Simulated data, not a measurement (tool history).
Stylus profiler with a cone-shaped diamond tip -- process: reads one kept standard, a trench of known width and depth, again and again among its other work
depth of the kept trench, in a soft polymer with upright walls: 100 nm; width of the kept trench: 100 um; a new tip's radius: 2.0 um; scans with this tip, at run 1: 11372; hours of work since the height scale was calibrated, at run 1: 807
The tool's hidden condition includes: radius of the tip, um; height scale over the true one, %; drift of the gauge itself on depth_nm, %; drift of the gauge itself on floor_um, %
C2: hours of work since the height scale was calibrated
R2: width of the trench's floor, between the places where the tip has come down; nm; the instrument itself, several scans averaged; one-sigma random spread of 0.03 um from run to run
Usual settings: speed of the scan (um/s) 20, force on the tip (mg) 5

run 1 hour=0 | speed_of_the_scan_(um/s)=20 force_on_the_tip_(mg)=5 | scans_with_this_tip=11372 C2=807 | depth_of_the_trench_(nm)=100.9 R2=98670
run 2 hour=72.5 | speed_of_the_scan_(um/s)=39 force_on_the_tip_(mg)=5 | scans_with_this_tip=11800 C2=837 | depth_of_the_trench_(nm)=100.95 R2=98600
run 3 hour=145.6 | speed_of_the_scan_(um/s)=39 force_on_the_tip_(mg)=5 | scans_with_this_tip=12230 C2=867 | depth_of_the_trench_(nm)=100.85 R2=98620
run 4 hour=218.3 | speed_of_the_scan_(um/s)=39 force_on_the_tip_(mg)=5 | scans_with_this_tip=12659 C2=898 | depth_of_the_trench_(nm)=100.91 R2=98650
run 5 hour=321.5 | speed_of_the_scan_(um/s)=39 force_on_the_tip_(mg)=5 | scans_with_this_tip=13267 C2=941 | depth_of_the_trench_(nm)=101.03 R2=98620
run 6 hour=443.1 | speed_of_the_scan_(um/s)=39 force_on_the_tip_(mg)=5 | scans_with_this_tip=13983 C2=992 | depth_of_the_trench_(nm)=100.95 R2=98580
run 7 hour=561.5 | speed_of_the_scan_(um/s)=39 force_on_the_tip_(mg)=5 | scans_with_this_tip=14681 C2=1041 | depth_of_the_trench_(nm)=100.97 R2=98610
run 8 hour=638.3 | speed_of_the_scan_(um/s)=26 force_on_the_tip_(mg)=5 | scans_with_this_tip=15133 C2=1073 | depth_of_the_trench_(nm)=100.99 R2=98670
run 9 hour=732 | speed_of_the_scan_(um/s)=21 force_on_the_tip_(mg)=5 | scans_with_this_tip=15685 C2=1112 | depth_of_the_trench_(nm)=100.89 R2=98700
run 10 hour=806.8 | speed_of_the_scan_(um/s)=20 force_on_the_tip_(mg)=5 | scans_with_this_tip=16126 C2=1144 | depth_of_the_trench_(nm)=100.84 R2=98730
run 11 hour=894 | speed_of_the_scan_(um/s)=20 force_on_the_tip_(mg)=5 | scans_with_this_tip=16640 C2=1180 | depth_of_the_trench_(nm)=100.96 R2=98650
run 12 hour=956.2 | speed_of_the_scan_(um/s)=20 force_on_the_tip_(mg)=5 | scans_with_this_tip=17006 C2=1206 | depth_of_the_trench_(nm)=101.01 R2=98690
run 13 hour=1044.3 | speed_of_the_scan_(um/s)=20 force_on_the_tip_(mg)=5 | scans_with_this_tip=17525 C2=1243 | depth_of_the_trench_(nm)=100.98 R2=98670
run 14 hour=1157.2 | speed_of_the_scan_(um/s)=20 force_on_the_tip_(mg)=5 | scans_with_this_tip=18190 C2=1290 | depth_of_the_trench_(nm)=100.95 R2=98670
run 15 hour=1238 | speed_of_the_scan_(um/s)=20 force_on_the_tip_(mg)=5 | scans_with_this_tip=18666 C2=1324 | depth_of_the_trench_(nm)=100.98 R2=98690
run 16 hour=1361.6 | speed_of_the_scan_(um/s)=20 force_on_the_tip_(mg)=5 | scans_with_this_tip=19395 C2=1376 | depth_of_the_trench_(nm)=100.97 R2=98660
run 17 hour=1477.4 | speed_of_the_scan_(um/s)=20 force_on_the_tip_(mg)=1.87 | scans_with_this_tip=20077 C2=1424 | depth_of_the_trench_(nm)=100.48 R2=98670
run 18 hour=1596.9 | speed_of_the_scan_(um/s)=20 force_on_the_tip_(mg)=1.87 | scans_with_this_tip=20781 C2=1474 | depth_of_the_trench_(nm)=100.43 R2=98650
run 19 hour=1658.7 | speed_of_the_scan_(um/s)=73 force_on_the_tip_(mg)=1.87 | scans_with_this_tip=21145 C2=1500 | depth_of_the_trench_(nm)=100.58 R2=98390
run 20 hour=1724.1 | speed_of_the_scan_(um/s)=20 force_on_the_tip_(mg)=8.72 | scans_with_this_tip=21530 C2=1527 | depth_of_the_trench_(nm)=101.36 R2=98690
-- hour=1743.4 new tip fitted, height scale calibrated
run 21 hour=1815.5 | speed_of_the_scan_(um/s)=20 force_on_the_tip_(mg)=8.72 | scans_with_this_tip=424 C2=30 | depth_of_the_trench_(nm)=101.3 R2=98700
run 22 hour=1899.6 | speed_of_the_scan_(um/s)=12 force_on_the_tip_(mg)=8.72 | scans_with_this_tip=920 C2=65 | depth_of_the_trench_(nm)=101.23 R2=98710
run 23 hour=1967.9 | speed_of_the_scan_(um/s)=12 force_on_the_tip_(mg)=8.72 | scans_with_this_tip=1322 C2=94 | depth_of_the_trench_(nm)=101.28 R2=98730
run 24 hour=2084.9 | speed_of_the_scan_(um/s)=12 force_on_the_tip_(mg)=8.72 | scans_with_this_tip=2011 C2=143 | depth_of_the_trench_(nm)=101.39 R2=98730
run 25 hour=2192.4 | speed_of_the_scan_(um/s)=12 force_on_the_tip_(mg)=8.72 | scans_with_this_tip=2645 C2=188 | depth_of_the_trench_(nm)=101.33 R2=98690
run 26 hour=2305.9 | speed_of_the_scan_(um/s)=13 force_on_the_tip_(mg)=2.77 | scans_with_this_tip=3313 C2=235 | depth_of_the_trench_(nm)=100.65 R2=98690
run 27 hour=2413.3 | speed_of_the_scan_(um/s)=7 force_on_the_tip_(mg)=6.38 | scans_with_this_tip=3946 C2=280 | depth_of_the_trench_(nm)=101.15 R2=98720
run 28 hour=2467.6 | speed_of_the_scan_(um/s)=17 force_on_the_tip_(mg)=11 | scans_with_this_tip=4266 C2=303 | depth_of_the_trench_(nm)=101.66 R2=98740
run 29 hour=2528.9 | speed_of_the_scan_(um/s)=34 force_on_the_tip_(mg)=1.92 | scans_with_this_tip=4627 C2=328 | depth_of_the_trench_(nm)=100.48 R2=98550
run 30 hour=2583.8 | speed_of_the_scan_(um/s)=34 force_on_the_tip_(mg)=1.92 | scans_with_this_tip=4951 C2=351 | depth_of_the_trench_(nm)=100.47 R2=98580
run 31 hour=2694.7 | speed_of_the_scan_(um/s)=6 force_on_the_tip_(mg)=12.18 | scans_with_this_tip=5604 C2=397 | depth_of_the_trench_(nm)=101.74 R2=98760
run 32 hour=2787.8 | speed_of_the_scan_(um/s)=43 force_on_the_tip_(mg)=3.13 | scans_with_this_tip=6153 C2=436 | depth_of_the_trench_(nm)=100.79 R2=98550
run 33 hour=2855 | speed_of_the_scan_(um/s)=74 force_on_the_tip_(mg)=3.13 | scans_with_this_tip=6549 C2=464 | depth_of_the_trench_(nm)=100.63 R2=98440
run 34 hour=2947 | speed_of_the_scan_(um/s)=17 force_on_the_tip_(mg)=8.2 | scans_with_this_tip=7091 C2=503 | depth_of_the_trench_(nm)=101.29 R2=98670
run 35 hour=3014.2 | speed_of_the_scan_(um/s)=17 force_on_the_tip_(mg)=8.2 | scans_with_this_tip=7487 C2=531 | depth_of_the_trench_(nm)=101.21 R2=98670
run 36 hour=3103.8 | speed_of_the_scan_(um/s)=12 force_on_the_tip_(mg)=15 | scans_with_this_tip=8015 C2=568 | depth_of_the_trench_(nm)=101.94 R2=98750

What will run 37 give?
run 37 hour=3191.4 | speed_of_the_scan_(um/s)=23 force_on_the_tip_(mg)=12.92 | scans_with_this_tip=8531 C2=605 | depth_of_the_trench_(nm)=? R2=?

Run 37 came out at depth of the trench (nm) 101.73, R2 98720 nm.
Take away the tool's hidden state, keep the run-to-run variation as it was, and the same run would have given depth of the trench (nm) 101.72, R2 98730 nm.
